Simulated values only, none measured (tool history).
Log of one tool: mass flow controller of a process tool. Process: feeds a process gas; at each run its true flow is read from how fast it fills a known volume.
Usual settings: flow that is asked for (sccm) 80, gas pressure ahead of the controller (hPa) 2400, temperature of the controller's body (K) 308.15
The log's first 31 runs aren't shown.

| run | hour | flow that is asked for (sccm) | gas pressure ahead of the controller (hPa) | temperature of the controller's body (K) | hours of work since the controller was set to zero | hours of work since the controller was changed | true flow (%) |
|---|---|---|---|---|---|---|---|
| 32 | 8392.3 | 59 | 2400 | 308.15 | 3646 | 3646 | 100.18 |
| 33 | 8692.0 | 59 | 2400 | 308.15 | 3829 | 3829 | 100.23 |
| 34 | 8922.4 | 59 | 2400 | 308.15 | 3970 | 3970 | 100.19 |
| 35 | 9106.0 | 34 | 1920 | 297.15 | 4082 | 4082 | 98.68 |
| 36 | 9268.6 | 18 | 2570 | 309.15 | 4181 | 4181 | 99.65 |
| 37 | 9426.8 | 39 | 1850 | 311.15 | 4278 | 4278 | 100.07 |
| 38 | 9782.5 | 19 | 1760 | 298.15 | 4495 | 4495 | 98.74 |
| 39 | 10157.3 | 19 | 1760 | 298.15 | 4724 | 4724 | 98.91 |
| 40 | 10345.0 | 45 | 2400 | 308.15 | 4839 | 4839 | 99.95 |
| 41 | 10495.4 | 80 | 1910 | 313.15 | 4931 | 4931 | 100.87 |
| 42 | 10827.9 | 80 | 2400 | 302.15 | 5134 | 5134 | 99.95 |
| 43 | 11123.7 | 67 | 2400 | 293.15 | 5315 | 5315 | 99.25 |

Forecast each of these 5 alternatives for the next run:
| A | 11339.1 | 20 | 2400 | 308.15 | 5447 | 5447 | ? |
| B | 11339.1 | 10 | 2400 | 308.15 | 5447 | 5447 | ? |
| C | 11339.1 | 80 | 2400 | 304.15 | 5447 | 5447 | ? |
| D | 11339.1 | 83 | 1730 | 302.15 | 5447 | 5447 | ? |
| E | 11339.1 | 100 | 1920 | 299.15 | 5447 | 5447 | ? |

| run | true flow (%) |
|---|---|
| A | 99.62 |
| B | 99.49 |
| C | 100.28 |
| D | 99.95 |
| E | 99.99 |
Without the tool's hidden state the same runs would have given:
| run | true flow (%) |
|---|---|
| A | 99.65 |
| B | 99.48 |
| C | 100.33 |
| D | 100.00 |
| E | 100.04 |
